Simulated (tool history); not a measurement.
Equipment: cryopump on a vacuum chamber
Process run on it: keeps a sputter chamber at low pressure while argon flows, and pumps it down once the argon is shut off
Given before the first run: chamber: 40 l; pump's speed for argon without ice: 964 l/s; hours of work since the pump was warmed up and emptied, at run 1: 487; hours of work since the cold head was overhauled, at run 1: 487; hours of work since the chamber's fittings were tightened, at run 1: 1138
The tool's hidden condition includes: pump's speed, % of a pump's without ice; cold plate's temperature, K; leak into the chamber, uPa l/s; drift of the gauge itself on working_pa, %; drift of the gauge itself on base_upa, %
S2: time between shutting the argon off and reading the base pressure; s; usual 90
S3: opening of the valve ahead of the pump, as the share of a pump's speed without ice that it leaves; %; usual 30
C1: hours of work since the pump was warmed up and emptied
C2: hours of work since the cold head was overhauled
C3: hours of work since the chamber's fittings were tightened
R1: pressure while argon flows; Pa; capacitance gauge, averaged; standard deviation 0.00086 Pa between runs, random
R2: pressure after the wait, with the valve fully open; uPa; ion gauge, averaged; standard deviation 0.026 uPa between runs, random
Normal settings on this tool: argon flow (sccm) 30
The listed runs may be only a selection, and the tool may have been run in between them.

Run 1, day 0: usual settings; C1 487; C2 487; C3 1138. Result: R1 0.1872 Pa, R2 2.14 uPa.
Run 2, day 1.142: usual settings; C1 499; C2 499; C3 1150. Result: R1 0.1866 Pa, R2 2.14 uPa.
At day 2.162: pump warmed up, emptied and cooled again.
Run 3, day 2.575: usual settings; C1 4; C2 512; C3 1162. Result: R1 0.1776 Pa, R2 1.92 uPa.
Run 4, day 3.458: usual settings; C1 13; C2 521; C3 1171. Result: R1 0.1752 Pa, R2 1.97 uPa.
Run 5, day 4.175: usual settings but S3 46 %; C1 21; C2 528; C3 1179. Result: R1 0.1149 Pa, R2 1.98 uPa.
Run 6, day 5.725: usual settings; C1 37; C2 544; C3 1195. Result: R1 0.1786 Pa, R2 1.95 uPa.
Run 7, day 7.25: usual settings; C1 52; C2 560; C3 1210. Result: R1 0.1761 Pa, R2 1.97 uPa.
Run 8, day 8.2: usual settings; C1 62; C2 570; C3 1220. Result: R1 0.1776 Pa, R2 1.95 uPa.
Run 9, day 9.367: usual settings; C1 74; C2 582; C3 1232. Result: R1 0.1764 Pa, R2 2.01 uPa.
Run 10, day 10.788: usual settings; C1 89; C2 596; C3 1247. Result: R1 0.177 Pa, R2 1.98 uPa.
Run 11, day 12.533: usual settings but S3 28 %; C1 107; C2 614; C3 1265. Result: R1 0.1915 Pa, R2 2.05 uPa.
Run 12, day 14.117: usual settings but S2 67 s; C1 123; C2 630; C3 1281. Result: R1 0.1775 Pa, R2 2.36 uPa.
Run 13, day 15.046: usual settings; C1 132; C2 640; C3 1291. Result: R1 0.1775 Pa, R2 2.05 uPa.
Run 14, day 16.542: usual settings; C1 148; C2 655; C3 1306. Result: R1 0.1786 Pa, R2 2.07 uPa.
Run 15, day 18.154: usual settings; C1 164; C2 672; C3 1323. Result: R1 0.1793 Pa, R2 2.11 uPa.
Run 16, day 19.183: usual settings; C1 175; C2 682; C3 1333. Result: R1 0.181 Pa, R2 2.04 uPa.
Run 17, day 20.325: usual settings; C1 187; C2 694; C3 1345. Result: R1 0.1792 Pa, R2 2.14 uPa.
Run 18, day 22.058: usual settings but argon flow (sccm) 35, S2 30 s, S3 17 %; C1 204; C2 712; C3 1363. Result: R1 0.3674 Pa, R2 3.62 uPa.
Run 19, day 23.083: usual settings but argon flow (sccm) 19, S2 289 s, S3 59 %; C1 215; C2 723; C3 1373. Result: R1 0.0586 Pa, R2 1.68 uPa.
Run 20, day 24.058: usual settings but argon flow (sccm) 13, S3 23 %; C1 225; C2 733; C3 1383. Result: R1 0.1009 Pa, R2 2.13 uPa.
Run 21, day 25.383: usual settings but argon flow (sccm) 12, S2 277 s, S3 38 %; C1 239; C2 746; C3 1397. Result: R1 0.0569 Pa, R2 1.76 uPa.
Run 22, day 27.142: usual settings but argon flow (sccm) 12, S2 277 s, S3 38 %; C1 257; C2 764; C3 1415. Result: R1 0.0576 Pa, R2 1.71 uPa.
Run 23, day 28.771: usual settings but argon flow (sccm) 39, S2 70 s, S3 20 %; C1 273; C2 781; C3 1432. Result: R1 0.3476 Pa, R2 2.44 uPa.
Run 24, day 29.575: usual settings but S2 119 s; C1 282; C2 789; C3 1440. Result: R1 0.1807 Pa, R2 2.04 uPa.

What will run 25 give?
Run 25, day 30.421: usual settings but argon flow (sccm) 33, S2 165 s, S3 35 %; C1 290; C2 798; C3 1449. Result: R1 ?, R2 ?.

Run 25 gave R1 0.1719 Pa, R2 1.91 uPa.
On a tool with no hidden condition, and with the same random variation, this run would have come out at R1 0.166 Pa, R2 0.7 uPa.
